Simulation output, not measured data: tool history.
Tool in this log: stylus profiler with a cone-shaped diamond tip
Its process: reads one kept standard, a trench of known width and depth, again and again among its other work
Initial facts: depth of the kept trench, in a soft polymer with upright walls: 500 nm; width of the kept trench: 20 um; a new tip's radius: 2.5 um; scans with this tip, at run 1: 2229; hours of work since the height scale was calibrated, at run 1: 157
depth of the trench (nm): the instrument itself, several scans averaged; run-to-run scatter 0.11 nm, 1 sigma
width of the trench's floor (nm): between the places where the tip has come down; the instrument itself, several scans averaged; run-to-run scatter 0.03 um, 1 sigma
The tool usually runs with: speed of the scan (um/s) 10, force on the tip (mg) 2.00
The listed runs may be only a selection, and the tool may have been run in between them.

run   hour  speed of the scan (um/s)  force on the tip (mg)  scans with this tip  hours of work since the height scale was calibrated  depth of the trench (nm)  width of the trench's floor (nm)
  1    0.0                        10                   2.00                 2229                                                  157                    506.61                             16780
  2    9.1                        10                   2.00                 2289                                                  162                    506.61                             16770
  3   16.0                         6                   2.00                 2335                                                  165                    506.52                             16820
  4   24.2                         6                   2.00                 2389                                                  169                    506.85                             16800
  5   34.8                         8                   2.00                 2460                                                  174                    506.63                             16770
  6   42.5                        10                   2.00                 2511                                                  177                    506.65                             16710
  7   59.0                        10                   2.00                 2621                                                  185                    506.44                             16740
  8   75.7                        10                   2.00                 2732                                                  193                    506.50                             16760
  9   90.2                        29                   2.00                 2829                                                  200                    506.56                             16670
 10   97.4                        29                   2.00                 2877                                                  203                    506.56                             16690
 11  114.0                        10                   0.92                 2986                                                  211                    504.01                             16730
 12  121.4                        10                   0.92                 3036                                                  214                    503.74                             16720
 13  132.0                        12                   2.00                 3107                                                  219                    506.64                             16750
 14  146.9                         6                   2.00                 3205                                                  226                    506.61                             16690
 15  157.5                        10                   2.00                 3276                                                  231                    506.48                             16730
 16  170.2                        10                   2.00                 3360                                                  237                    506.47                             16730
 17  179.5                        10                   3.63                 3423                                                  242                    509.74                             16710
 18  195.3                         4                   2.00                 3527                                                  249                    506.54                             16670
 19  205.0                         4                   2.00                 3592                                                  253                    506.56                             16610
 20  215.3                        10                   2.00                 3661                                                  258                    506.44                             16670
 21  231.5                        10                   2.00                 3768                                                  266                    506.43                             16710
 22  247.9                        10                   2.00                 3878                                                  274                    506.52                             16660
 23  263.7                         7                   2.00                 3982                                                  281                    506.41                             16650
 24  272.3                         7                   2.00                 4039                                                  285                    506.43                             16670
 25  289.0                         7                   2.00                 4151                                                  293                    506.56                             16640
 26  304.0                        10                   2.26                 4250                                                  300                    506.83                             16620
 27  315.6                        10                   2.26                 4328                                                  305                    507.02                             16630
 28  332.2                        10                   2.26                 4438                                                  313                    506.71                             16600
 29  344.4                        28                   3.74                 4519                                                  319                    509.91                             16530
 30  358.8                        13                   0.70                 4615                                                  326                    503.25                             16570
 31  371.0                         2                   0.71                 4696                                                  331                    503.15                             16570
 32  378.9                         2                   3.04                 4748                                                  335                    508.40                             16600
 33  390.8                        35                   1.49                 4828                                                  341                    505.32                             16500
 34  400.4                        35                   0.83                 4891                                                  345                    503.40                             16510
 35  410.9                        35                   0.83                 4961                                                  350                    503.41                             16500
 36  425.6                        10                   4.07                 5059                                                  357                    510.47                             16540
 37  440.5                        14                   0.73                 5158                                                  364                    503.10                             16560
 38  453.0                        14                   0.73                 5241                                                  370                    503.14                             16490
 39  460.6                         3                   3.29                 5291                                                  373                    509.10                             16510

Run 40, settings as shown, results not yet in. Your forecast:
 40  471.8                         3                   3.29                 5366                                                  379                         ?                                 ?

depth of the trench (nm): 508.86
width of the trench's floor (nm): 16560
The same run, on a tool lacking any hidden state, would have yielded depth of the trench (nm) 508.99, width of the trench's floor (nm) 17010.

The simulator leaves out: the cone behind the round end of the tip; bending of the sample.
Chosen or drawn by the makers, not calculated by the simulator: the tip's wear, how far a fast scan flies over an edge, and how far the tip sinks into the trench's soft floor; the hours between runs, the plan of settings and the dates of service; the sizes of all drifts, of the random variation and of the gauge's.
